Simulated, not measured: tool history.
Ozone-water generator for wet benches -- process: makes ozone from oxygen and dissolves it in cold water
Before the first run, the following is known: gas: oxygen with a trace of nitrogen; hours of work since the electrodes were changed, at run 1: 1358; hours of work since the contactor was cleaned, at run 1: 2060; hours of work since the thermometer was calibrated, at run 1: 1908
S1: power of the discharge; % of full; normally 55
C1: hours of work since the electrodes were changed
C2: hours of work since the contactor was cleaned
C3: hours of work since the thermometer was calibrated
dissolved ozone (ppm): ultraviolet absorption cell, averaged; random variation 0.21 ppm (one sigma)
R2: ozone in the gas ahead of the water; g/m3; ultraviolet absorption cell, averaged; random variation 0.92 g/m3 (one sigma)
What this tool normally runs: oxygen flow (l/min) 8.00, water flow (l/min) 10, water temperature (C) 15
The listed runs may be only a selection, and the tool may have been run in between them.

{"run": 1, "day": 0.0, "S1": 55, "oxygen flow (l/min)": 8.0, "water flow (l/min)": 10, "water temperature (C)": 15, "C1": 1358, "C2": 2060, "C3": 1908, "dissolved ozone (ppm)": 30.2, "R2": 155.3}
{"run": 2, "day": 2.042, "S1": 55, "oxygen flow (l/min)": 8.0, "water flow (l/min)": 10, "water temperature (C)": 15, "C1": 1389, "C2": 2091, "C3": 1939, "dissolved ozone (ppm)": 30.6, "R2": 154.8}
{"run": 3, "day": 3.567, "S1": 55, "oxygen flow (l/min)": 8.0, "water flow (l/min)": 10, "water temperature (C)": 15, "C1": 1412, "C2": 2114, "C3": 1963, "dissolved ozone (ppm)": 30.0, "R2": 154.7}
{"run": 4, "day": 5.162, "S1": 55, "oxygen flow (l/min)": 8.0, "water flow (l/min)": 10, "water temperature (C)": 15, "C1": 1437, "C2": 2138, "C3": 1987, "dissolved ozone (ppm)": 30.4, "R2": 153.6}
{"run": 5, "day": 7.646, "S1": 55, "oxygen flow (l/min)": 8.0, "water flow (l/min)": 10, "water temperature (C)": 15, "C1": 1474, "C2": 2176, "C3": 2025, "dissolved ozone (ppm)": 30.2, "R2": 153.5}
{"run": 6, "day": 9.017, "S1": 87, "oxygen flow (l/min)": 8.0, "water flow (l/min)": 10, "water temperature (C)": 15, "C1": 1495, "C2": 2197, "C3": 2045, "dissolved ozone (ppm)": 42.3, "R2": 217.1}
{"run": 7, "day": 11.146, "S1": 87, "oxygen flow (l/min)": 8.0, "water flow (l/min)": 10, "water temperature (C)": 15, "C1": 1528, "C2": 2229, "C3": 2078, "dissolved ozone (ppm)": 42.7, "R2": 214.3}
{"run": 8, "day": 12.812, "S1": 87, "oxygen flow (l/min)": 8.0, "water flow (l/min)": 10, "water temperature (C)": 15, "C1": 1553, "C2": 2255, "C3": 2103, "dissolved ozone (ppm)": 42.3, "R2": 216.9}
{"run": 9, "day": 15.079, "S1": 87, "oxygen flow (l/min)": 8.0, "water flow (l/min)": 10, "water temperature (C)": 15, "C1": 1588, "C2": 2289, "C3": 2138, "dissolved ozone (ppm)": 42.7, "R2": 218.1}
{"run": 10, "day": 17.15, "S1": 87, "oxygen flow (l/min)": 8.0, "water flow (l/min)": 10, "water temperature (C)": 15, "C1": 1619, "C2": 2321, "C3": 2169, "dissolved ozone (ppm)": 42.4, "R2": 215.5}
{"run": 11, "day": 18.967, "S1": 87, "oxygen flow (l/min)": 8.0, "water flow (l/min)": 10, "water temperature (C)": 15, "C1": 1647, "C2": 2348, "C3": 2197, "dissolved ozone (ppm)": 42.6, "R2": 216.9}
{"run": 12, "day": 20.512, "S1": 87, "oxygen flow (l/min)": 8.0, "water flow (l/min)": 10, "water temperature (C)": 15, "C1": 1670, "C2": 2372, "C3": 2220, "dissolved ozone (ppm)": 42.7, "R2": 216.1}
{"run": 13, "day": 22.308, "S1": 87, "oxygen flow (l/min)": 8.0, "water flow (l/min)": 10, "water temperature (C)": 15, "C1": 1697, "C2": 2399, "C3": 2248, "dissolved ozone (ppm)": 42.5, "R2": 217.5}
{"run": 14, "day": 23.538, "S1": 87, "oxygen flow (l/min)": 8.0, "water flow (l/min)": 10, "water temperature (C)": 15, "C1": 1716, "C2": 2418, "C3": 2266, "dissolved ozone (ppm)": 42.6, "R2": 216.1}
{"run": 15, "day": 24.892, "S1": 55, "oxygen flow (l/min)": 8.0, "water flow (l/min)": 8, "water temperature (C)": 15, "C1": 1737, "C2": 2439, "C3": 2287, "dissolved ozone (ppm)": 33.7, "R2": 154.4}
{"run": 16, "day": 26.971, "S1": 55, "oxygen flow (l/min)": 8.0, "water flow (l/min)": 8, "water temperature (C)": 15, "C1": 1768, "C2": 2470, "C3": 2319, "dissolved ozone (ppm)": 33.8, "R2": 153.3}
{"run": 17, "day": 28.558, "S1": 55, "oxygen flow (l/min)": 8.0, "water flow (l/min)": 8, "water temperature (C)": 15, "C1": 1793, "C2": 2494, "C3": 2343, "dissolved ozone (ppm)": 33.5, "R2": 152.8}
{"run": 18, "day": 30.862, "S1": 55, "oxygen flow (l/min)": 8.0, "water flow (l/min)": 8, "water temperature (C)": 19, "C1": 1828, "C2": 2529, "C3": 2378, "dissolved ozone (ppm)": 30.7, "R2": 155.5}
{"run": 19, "day": 32.6, "S1": 55, "oxygen flow (l/min)": 8.0, "water flow (l/min)": 8, "water temperature (C)": 19, "C1": 1854, "C2": 2556, "C3": 2404, "dissolved ozone (ppm)": 30.3, "R2": 152.5}
{"run": 20, "day": 33.754, "S1": 68, "oxygen flow (l/min)": 10.57, "water flow (l/min)": 8, "water temperature (C)": 19, "C1": 1872, "C2": 2573, "C3": 2422, "dissolved ozone (ppm)": 32.3, "R2": 152.6}
{"run": 21, "day": 35.529, "S1": 55, "oxygen flow (l/min)": 11.72, "water flow (l/min)": 11, "water temperature (C)": 8, "C1": 1899, "C2": 2600, "C3": 2449, "dissolved ozone (ppm)": 30.2, "R2": 123.3}
{"run": 22, "day": 37.788, "S1": 41, "oxygen flow (l/min)": 13.45, "water flow (l/min)": 11, "water temperature (C)": 8, "C1": 1933, "C2": 2635, "C3": 2483, "dissolved ozone (ppm)": 23.1, "R2": 90.5}
{"run": 23, "day": 38.792, "S1": 55, "oxygen flow (l/min)": 8.0, "water flow (l/min)": 11, "water temperature (C)": 15, "C1": 1948, "C2": 2650, "C3": 2498, "dissolved ozone (ppm)": 28.8, "R2": 153.1}
{"run": 24, "day": 40.062, "S1": 70, "oxygen flow (l/min)": 8.0, "water flow (l/min)": 9, "water temperature (C)": 15, "C1": 1968, "C2": 2669, "C3": 2518, "dissolved ozone (ppm)": 38.4, "R2": 182.2}
{"run": 25, "day": 41.112, "S1": 70, "oxygen flow (l/min)": 6.14, "water flow (l/min)": 15, "water temperature (C)": 21, "C1": 1984, "C2": 2685, "C3": 2534, "dissolved ozone (ppm)": 27.1, "R2": 215.9}
{"run": 26, "day": 43.017, "S1": 64, "oxygen flow (l/min)": 6.14, "water flow (l/min)": 15, "water temperature (C)": 21, "C1": 2013, "C2": 2714, "C3": 2563, "dissolved ozone (ppm)": 25.2, "R2": 203.8}
{"run": 27, "day": 44.767, "S1": 99, "oxygen flow (l/min)": 8.0, "water flow (l/min)": 10, "water temperature (C)": 15, "C1": 2039, "C2": 2741, "C3": 2589, "dissolved ozone (ppm)": 47.0, "R2": 238.5}
{"run": 28, "day": 47.162, "S1": 99, "oxygen flow (l/min)": 8.0, "water flow (l/min)": 6, "water temperature (C)": 9, "C1": 2076, "C2": 2777, "C3": 2626, "dissolved ozone (ppm)": 67.9, "R2": 240.3}
{"day": 48.008, "done": "contactor cleaned"}
{"run": 29, "day": 49.454, "S1": 59, "oxygen flow (l/min)": 8.0, "water flow (l/min)": 11, "water temperature (C)": 15, "C1": 2108, "C2": 22, "C3": 2658, "dissolved ozone (ppm)": 30.9, "R2": 161.8}
{"run": 30, "day": 50.821, "S1": 59, "oxygen flow (l/min)": 8.0, "water flow (l/min)": 11, "water temperature (C)": 15, "C1": 2129, "C2": 43, "C3": 2679, "dissolved ozone (ppm)": 30.3, "R2": 161.6}
{"run": 31, "day": 52.408, "S1": 59, "oxygen flow (l/min)": 4.24, "water flow (l/min)": 7, "water temperature (C)": 15, "C1": 2153, "C2": 67, "C3": 2703, "dissolved ozone (ppm)": 45.1, "R2": 236.4}
{"run": 32, "day": 53.954, "S1": 55, "oxygen flow (l/min)": 5.26, "water flow (l/min)": 10, "water temperature (C)": 20, "C1": 2176, "C2": 91, "C3": 2727, "dissolved ozone (ppm)": 30.4, "R2": 197.9}
{"run": 33, "day": 55.879, "S1": 55, "oxygen flow (l/min)": 5.26, "water flow (l/min)": 10, "water temperature (C)": 9, "C1": 2206, "C2": 120, "C3": 2756, "dissolved ozone (ppm)": 37.3, "R2": 196.0}

4 options for the next run, each taken on its own from the tool as it stands now. Forecast them:
{"run": "A", "day": 57.379, "S1": 55, "oxygen flow (l/min)": 4.89, "water flow (l/min)": 10, "water temperature (C)": 9, "C1": 2228, "C2": 143, "C3": 2779, "dissolved ozone (ppm)": "?", "R2": "?"}
{"run": "B", "day": 57.379, "S1": 45, "oxygen flow (l/min)": 8.0, "water flow (l/min)": 14, "water temperature (C)": 9, "C1": 2228, "C2": 143, "C3": 2779, "dissolved ozone (ppm)": "?", "R2": "?"}
{"run": "C", "day": 57.379, "S1": 78, "oxygen flow (l/min)": 8.0, "water flow (l/min)": 15, "water temperature (C)": 15, "C1": 2228, "C2": 143, "C3": 2779, "dissolved ozone (ppm)": "?", "R2": "?"}
{"run": "D", "day": 57.379, "S1": 50, "oxygen flow (l/min)": 13.27, "water flow (l/min)": 10, "water temperature (C)": 8, "C1": 2228, "C2": 143, "C3": 2779, "dissolved ozone (ppm)": "?", "R2": "?"}

run=A dissolved_ozone_(ppm)=37.6 R2=206.2
run=B dissolved_ozone_(ppm)=24.3 R2=131.5
run=C dissolved_ozone_(ppm)=31.3 R2=198.1
run=D dissolved_ozone_(ppm)=28.1 R2=105.5
Had the tool no hidden state, the same runs would have come out as:
run=A dissolved_ozone_(ppm)=37.6 R2=206.3
run=B dissolved_ozone_(ppm)=24.3 R2=131.5
run=C dissolved_ozone_(ppm)=31.3 R2=198.2
run=D dissolved_ozone_(ppm)=28.2 R2=105.6
